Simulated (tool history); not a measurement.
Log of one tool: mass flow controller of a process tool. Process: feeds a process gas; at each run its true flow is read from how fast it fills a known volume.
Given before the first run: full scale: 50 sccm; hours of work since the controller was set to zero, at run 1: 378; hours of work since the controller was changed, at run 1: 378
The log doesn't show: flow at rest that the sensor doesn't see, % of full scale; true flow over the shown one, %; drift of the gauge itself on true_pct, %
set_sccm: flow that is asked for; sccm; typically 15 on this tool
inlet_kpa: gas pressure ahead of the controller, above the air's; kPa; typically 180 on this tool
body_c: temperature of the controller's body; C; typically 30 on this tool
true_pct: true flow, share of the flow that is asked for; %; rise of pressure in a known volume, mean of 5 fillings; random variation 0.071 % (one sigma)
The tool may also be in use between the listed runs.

run	hour	set_sccm	inlet_kpa	body_c	hours of work since the controller was set to zero	hours of work since the controller was changed	true_pct
1	0.0	15	180	30	378	378	99.90
2	45.9	15	180	30	403	403	99.82
3	94.4	15	180	30	430	430	99.87
4	128.6	15	180	30	449	449	100.04
5	188.1	15	180	30	482	482	99.95
6	241.6	15	274	30	511	511	99.31
7	312.1	15	274	30	551	551	99.36
8	385.7	15	180	38	591	591	100.12
9	424.8	15	180	38	613	613	100.14
10	494.2	15	180	38	651	651	100.06
11	550.9	15	180	38	683	683	100.10
12	586.1	15	157	38	702	702	100.14
13	620.6	15	273	38	722	722	99.39
14	662.0	15	273	38	744	744	99.45
15	727.2	15	266	30	781	781	99.40
16	796.6	15	266	30	819	819	99.34
17	834.2	15	266	30	840	840	99.29
18	899.7	15	180	29	876	876	99.78
19	938.2	15	180	30	898	898	99.84
20	972.0	15	180	30	916	916	99.87
21	1024.0	5	232	29	945	945	99.81
22	1086.8	15	265	30	980	980	99.47
23	1166.6	6	190	30	1024	1024	99.94
24	1216.1	49	180	28	1051	1051	100.03
25	1271.4	50	252	28	1082	1082	99.55
26	1349.9	15	251	32	1126	1126	99.39
27	1431.0	19	245	30	1171	1171	99.39
28	1499.9	11	166	36	1209	1209	99.94
29	1535.9	18	153	23	1229	1229	99.65
30	1605.5	18	152	23	1267	1267	99.73
31	1646.2	18	180	29	1290	1290	99.63
32	1710.8	18	180	38	1326	1326	99.86
33	1775.0	15	272	30	1361	1361	99.24
34	1841.2	20	180	26	1398	1398	99.59
35	1887.3	15	273	29	1423	1423	99.11
36	1925.2	15	273	29	1444	1444	99.12
37	1968.0	14	153	30	1468	1468	99.88
38	2029.2	15	179	25	1502	1502	99.47
39	2107.4	15	165	26	1545	1545	99.68
40	2187.9	15	165	26	1590	1590	99.57

Predict each of these 3 candidate next runs independently; none follows another, all start after run 40:
A	2234.1	5	147	27	1616	1616	?
B	2234.1	32	229	24	1616	1616	?
C	2234.1	20	180	30	1616	1616	?

run	true_pct
A	100.11
B	99.34
C	99.60
The same runs, with their run-to-run variation unchanged, on a tool lacking any hidden condition would have given:
run	true_pct
A	99.68
B	99.70
C	99.87
